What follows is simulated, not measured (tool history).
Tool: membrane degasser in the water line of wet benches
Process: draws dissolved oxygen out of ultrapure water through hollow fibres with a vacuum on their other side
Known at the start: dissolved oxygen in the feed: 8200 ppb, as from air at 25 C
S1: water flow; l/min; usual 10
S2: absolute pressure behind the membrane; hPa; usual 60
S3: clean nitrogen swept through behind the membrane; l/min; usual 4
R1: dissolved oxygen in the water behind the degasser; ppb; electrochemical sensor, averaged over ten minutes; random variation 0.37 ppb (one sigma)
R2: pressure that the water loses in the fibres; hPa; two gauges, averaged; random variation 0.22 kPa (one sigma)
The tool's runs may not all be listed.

{"run": 1, "day": 0.0, "S1": 10, "S2": 60, "S3": 4, "R1": 22.2, "R2": 540.2}
{"run": 2, "day": 6.042, "S1": 10, "S2": 60, "S3": 4, "R1": 21.8, "R2": 536.7}
{"run": 3, "day": 11.788, "S1": 10, "S2": 60, "S3": 4, "R1": 21.8, "R2": 530.5}
{"run": 4, "day": 20.25, "S1": 10, "S2": 60, "S3": 4, "R1": 21.5, "R2": 530.3}
{"run": 5, "day": 29.767, "S1": 11, "S2": 60, "S3": 4, "R1": 25.5, "R2": 586.5}
{"run": 6, "day": 40.992, "S1": 11, "S2": 60, "S3": 4, "R1": 24.8, "R2": 590.1}
{"run": 7, "day": 53.029, "S1": 11, "S2": 40.6, "S3": 4, "R1": 12.4, "R2": 581.9}
{"day": 55.9, "done": "seals of the vacuum lines changed"}
{"run": 8, "day": 59.45, "S1": 10, "S2": 60, "S3": 4, "R1": 21.7, "R2": 532.4}
{"run": 9, "day": 70.883, "S1": 10, "S2": 70, "S3": 4, "R1": 28.3, "R2": 536.9}
{"run": 10, "day": 77.862, "S1": 10, "S2": 60, "S3": 4, "R1": 22.1, "R2": 529.8}
{"run": 11, "day": 85.925, "S1": 10, "S2": 60, "S3": 4.33, "R1": 20.3, "R2": 530.7}
{"run": 12, "day": 95.55, "S1": 10, "S2": 60, "S3": 4, "R1": 21.8, "R2": 534.6}
{"run": 13, "day": 103.725, "S1": 10, "S2": 60, "S3": 5.28, "R1": 18.2, "R2": 530.4}
{"day": 105.704, "done": "vacuum gauge calibrated"}
{"run": 14, "day": 111.025, "S1": 8, "S2": 60, "S3": 5.28, "R1": 12.4, "R2": 423.7}
{"run": 15, "day": 118.004, "S1": 8, "S2": 60, "S3": 5.28, "R1": 12, "R2": 425.2}
{"run": 16, "day": 128.229, "S1": 8, "S2": 60, "S3": 1.84, "R1": 31.5, "R2": 421.5}
{"run": 17, "day": 138.542, "S1": 10, "S2": 60, "S3": 2.12, "R1": 37.4, "R2": 527.2}
{"run": 18, "day": 146.846, "S1": 10, "S2": 148.7, "S3": 6.04, "R1": 52, "R2": 526.3}
{"run": 19, "day": 154.242, "S1": 10, "S2": 37.4, "S3": 4, "R1": 7.7, "R2": 523.9}
{"run": 20, "day": 162.617, "S1": 10, "S2": 53.8, "S3": 6.1, "R1": 13.3, "R2": 528.6}
{"run": 21, "day": 169.929, "S1": 10, "S2": 101, "S3": 11.03, "R1": 20.5, "R2": 528.9}
{"run": 22, "day": 178.229, "S1": 8, "S2": 101, "S3": 4.6, "R1": 31.9, "R2": 421.4}
{"run": 23, "day": 186.358, "S1": 8, "S2": 101, "S3": 4.6, "R1": 31.9, "R2": 417.7}
{"run": 24, "day": 195.704, "S1": 8, "S2": 101, "S3": 4.6, "R1": 31.1, "R2": 420.8}
{"day": 206.725, "done": "seals of the vacuum lines changed"}
{"run": 25, "day": 206.833, "S1": 8, "S2": 101, "S3": 4.6, "R1": 31.2, "R2": 419.9}
{"run": 26, "day": 214.746, "S1": 7, "S2": 46.4, "S3": 4.6, "R1": 6.2, "R2": 367.2}

Forecast run 27:
{"day": 218.204, "done": "gauge calibrated"}
{"run": 27, "day": 223.588, "S1": 7, "S2": 46.4, "S3": 4.6, "R1": "?", "R2": "?"}

R1: 6.3 ppb
R2: 372.1 hPa
Without the tool's hidden state the same run would have given R1 6.3 ppb, R2 371.7 hPa.
